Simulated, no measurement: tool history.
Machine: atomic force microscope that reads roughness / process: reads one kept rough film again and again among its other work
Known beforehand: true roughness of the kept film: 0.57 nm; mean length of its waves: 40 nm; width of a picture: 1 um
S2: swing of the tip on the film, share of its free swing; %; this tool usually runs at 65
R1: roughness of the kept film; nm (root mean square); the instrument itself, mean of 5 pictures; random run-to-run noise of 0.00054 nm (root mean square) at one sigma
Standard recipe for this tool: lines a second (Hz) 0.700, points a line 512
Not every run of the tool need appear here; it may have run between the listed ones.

run 1 hour=0.0 | lines_a_second_(Hz)=0.700 S2=65 points_a_line=512 | R1=0.5478
run 2 hour=10.6 | lines_a_second_(Hz)=0.700 S2=65 points_a_line=512 | R1=0.5461
run 3 hour=20.6 | lines_a_second_(Hz)=0.700 S2=65 points_a_line=773 | R1=0.5478
run 4 hour=26.8 | lines_a_second_(Hz)=0.700 S2=88 points_a_line=773 | R1=0.5349
run 5 hour=33.7 | lines_a_second_(Hz)=0.700 S2=88 points_a_line=773 | R1=0.5338
run 6 hour=42.2 | lines_a_second_(Hz)=0.700 S2=65 points_a_line=512 | R1=0.5457
-- hour=54.5 new tip fitted
run 7 hour=55.4 | lines_a_second_(Hz)=0.700 S2=65 points_a_line=512 | R1=0.5531
-- hour=57.6 height scale calibrated on a step standard
run 8 hour=70.2 | lines_a_second_(Hz)=0.700 S2=65 points_a_line=512 | R1=0.5540
run 9 hour=84.3 | lines_a_second_(Hz)=0.700 S2=65 points_a_line=512 | R1=0.5533
-- hour=92.1 height scale calibrated on a step standard, once more
run 10 hour=97.1 | lines_a_second_(Hz)=2.034 S2=65 points_a_line=512 | R1=0.5422
run 11 hour=111.6 | lines_a_second_(Hz)=0.962 S2=59 points_a_line=512 | R1=0.5524
run 12 hour=119.9 | lines_a_second_(Hz)=0.930 S2=76 points_a_line=512 | R1=0.5441
run 13 hour=132.0 | lines_a_second_(Hz)=1.119 S2=65 points_a_line=297 | R1=0.5464
run 14 hour=145.8 | lines_a_second_(Hz)=0.700 S2=74 points_a_line=286 | R1=0.5446
run 15 hour=158.7 | lines_a_second_(Hz)=0.516 S2=77 points_a_line=349 | R1=0.5469

What if the next run were any one of these 5? Each begins from the tool's condition after run 15:
run A hour=172.2 | lines_a_second_(Hz)=1.770 S2=76 points_a_line=485 | R1=?
run B hour=172.2 | lines_a_second_(Hz)=2.752 S2=68 points_a_line=585 | R1=?
run C hour=172.2 | lines_a_second_(Hz)=0.516 S2=62 points_a_line=634 | R1=?
run D hour=172.2 | lines_a_second_(Hz)=1.357 S2=79 points_a_line=608 | R1=?
run E hour=172.2 | lines_a_second_(Hz)=0.680 S2=75 points_a_line=714 | R1=?

run=A R1=0.5307
run=B R1=0.5300
run=C R1=0.5529
run=D R1=0.5331
run=E R1=0.5471
Had the tool no hidden state, the same runs would have come out as:
run=A R1=0.5352
run=B R1=0.5345
run=C R1=0.5576
run=D R1=0.5376
run=E R1=0.5517
